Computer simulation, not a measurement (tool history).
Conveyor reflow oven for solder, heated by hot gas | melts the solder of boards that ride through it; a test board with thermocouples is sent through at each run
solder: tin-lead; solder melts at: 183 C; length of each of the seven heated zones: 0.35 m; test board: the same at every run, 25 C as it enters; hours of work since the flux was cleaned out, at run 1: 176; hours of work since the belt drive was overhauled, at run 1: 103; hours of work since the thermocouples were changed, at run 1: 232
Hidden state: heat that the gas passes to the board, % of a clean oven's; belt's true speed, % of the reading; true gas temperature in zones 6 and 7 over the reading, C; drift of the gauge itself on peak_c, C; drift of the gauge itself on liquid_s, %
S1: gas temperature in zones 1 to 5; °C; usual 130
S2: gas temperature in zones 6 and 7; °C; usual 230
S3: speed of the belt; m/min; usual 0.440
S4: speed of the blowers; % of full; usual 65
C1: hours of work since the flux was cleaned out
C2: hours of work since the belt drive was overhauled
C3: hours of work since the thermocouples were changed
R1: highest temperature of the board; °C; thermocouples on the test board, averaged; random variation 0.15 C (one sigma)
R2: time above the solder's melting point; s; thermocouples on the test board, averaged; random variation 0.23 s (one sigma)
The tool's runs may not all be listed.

Run 1, hour 0.0: usual settings; C1 176; C2 103; C3 232. Result: R1 211.1 °C, R2 61.1 s.
Run 2, hour 17.6: usual settings; C1 185; C2 112; C3 241. Result: R1 211.1 °C, R2 61.1 s.
Run 3, hour 42.7: usual settings; C1 198; C2 125; C3 254. Result: R1 211.2 °C, R2 61.5 s.
Run 4, hour 68.7: usual settings; C1 211; C2 138; C3 267. Result: R1 211.3 °C, R2 60.7 s.
Run 5, hour 84.0: usual settings; C1 219; C2 146; C3 275. Result: R1 211.1 °C, R2 61.2 s.
Run 6, hour 110.7: usual settings but S1 117 °C; C1 233; C2 159; C3 289. Result: R1 208.4 °C, R2 53.6 s.
Run 7, hour 136.9: usual settings but S1 117 °C; C1 246; C2 173; C3 302. Result: R1 208.9 °C, R2 52.8 s.
Run 8, hour 158.2: usual settings but S1 117 °C; C1 257; C2 184; C3 313. Result: R1 208.4 °C, R2 53.1 s.
Run 9, hour 175.9: usual settings but S1 117 °C; C1 266; C2 193; C3 322. Result: R1 208.5 °C, R2 53.4 s.
Run 10, hour 192.5: usual settings but S1 117 °C, S4 86 % of full; C1 275; C2 201; C3 330. Result: R1 213.1 °C, R2 60.3 s.
Run 11, hour 209.6: usual settings but S1 117 °C, S4 86 % of full; C1 283; C2 210; C3 339. Result: R1 213.0 °C, R2 59.8 s.
At hour 228.2: flux residue cleaned out of gas plates and filters.
Run 12, hour 228.3: usual settings but S1 117 °C, S4 86 % of full; C1 0; C2 217; C3 346. Result: R1 213.9 °C, R2 61.4 s.
Run 13, hour 247.7: usual settings; C1 10; C2 227; C3 356. Result: R1 211.6 °C, R2 62.3 s.
Run 14, hour 262.5: usual settings; C1 18; C2 234; C3 364. Result: R1 211.7 °C, R2 62.3 s.
Run 15, hour 279.2: usual settings; C1 26; C2 243; C3 372. Result: R1 212.1 °C, R2 62.3 s.
Run 16, hour 296.8: usual settings but S2 229 °C; C1 35; C2 252; C3 381. Result: R1 210.9 °C, R2 61.3 s.
Run 17, hour 312.4: usual settings but S2 229 °C, S3 0.359 m/min; C1 43; C2 260; C3 389. Result: R1 217.0 °C, R2 85.5 s.
Run 18, hour 332.6: usual settings but S2 229 °C, S3 0.359 m/min; C1 53; C2 270; C3 399. Result: R1 217.4 °C, R2 85.1 s.
Run 19, hour 352.5: usual settings but S1 126 °C, S4 63 % of full; C1 63; C2 280; C3 410. Result: R1 210.5 °C, R2 58.9 s.
Run 20, hour 365.9: usual settings but S3 0.530 m/min, S4 61 % of full; C1 70; C2 287; C3 416. Result: R1 203.9 °C, R2 40.6 s.
Run 21, hour 379.7: usual settings but S1 124 °C, S3 0.371 m/min; C1 77; C2 294; C3 423. Result: R1 216.2 °C, R2 78.2 s.
Run 22, hour 403.5: usual settings but S1 124 °C, S3 0.371 m/min; C1 89; C2 306; C3 436. Result: R1 216.4 °C, R2 78.5 s.
Run 23, hour 418.9: usual settings but S2 244 °C; C1 97; C2 314; C3 443. Result: R1 223.6 °C, R2 73.7 s.
Run 24, hour 437.8: usual settings but S1 140 °C, S2 227 °C, S3 0.386 m/min, S4 68 % of full; C1 107; C2 324; C3 453. Result: R1 215.4 °C, R2 82.1 s.
Run 25, hour 453.7: usual settings but S1 124 °C, S2 227 °C, S3 0.386 m/min, S4 68 % of full; C1 115; C2 332; C3 461. Result: R1 213.1 °C, R2 71.8 s.
Run 26, hour 472.3: usual settings but S1 124 °C, S2 227 °C, S3 0.386 m/min, S4 68 % of full; C1 125; C2 341; C3 471. Result: R1 212.6 °C, R2 71.4 s.
Run 27, hour 488.4: usual settings but S2 239 °C, S3 0.471 m/min, S4 80 % of full; C1 133; C2 349; C3 479. Result: R1 220.1 °C, R2 66.2 s.
Run 28, hour 504.5: usual settings but S1 138 °C, S2 238 °C, S3 0.465 m/min; C1 141; C2 358; C3 487. Result: R1 218.0 °C, R2 67.6 s.
Run 29, hour 518.0: usual settings but S1 138 °C, S2 238 °C, S3 0.465 m/min; C1 148; C2 365; C3 494. Result: R1 218.2 °C, R2 67.9 s.
Run 30, hour 542.7: usual settings but S1 128 °C, S2 232 °C, S3 0.465 m/min, S4 71 % of full; C1 161; C2 377; C3 507. Result: R1 212.3 °C, R2 58.3 s.

Forecast each of these 3 alternatives for the next run:
Run A, hour 555.4: usual settings but S1 134 °C, S2 239 °C, S3 0.465 m/min, S4 50 % of full; C1 167; C2 384; C3 513. Result: R1 ?, R2 ?.
Run B, hour 555.4: usual settings but S1 140 °C, S4 89 % of full; C1 167; C2 384; C3 513. Result: R1 ?, R2 ?.
Run C, hour 555.4: usual settings but S2 229 °C, S3 0.360 m/min; C1 167; C2 384; C3 513. Result: R1 ?, R2 ?.

run     R1    R2
  A  213.6  60.5
  B  217.8  73.5
  C  216.8  85.0
Without the tool's hidden state the same runs would have given:
run     R1    R2
  A  213.5  60.2
  B  217.6  73.3
  C  216.5  84.6

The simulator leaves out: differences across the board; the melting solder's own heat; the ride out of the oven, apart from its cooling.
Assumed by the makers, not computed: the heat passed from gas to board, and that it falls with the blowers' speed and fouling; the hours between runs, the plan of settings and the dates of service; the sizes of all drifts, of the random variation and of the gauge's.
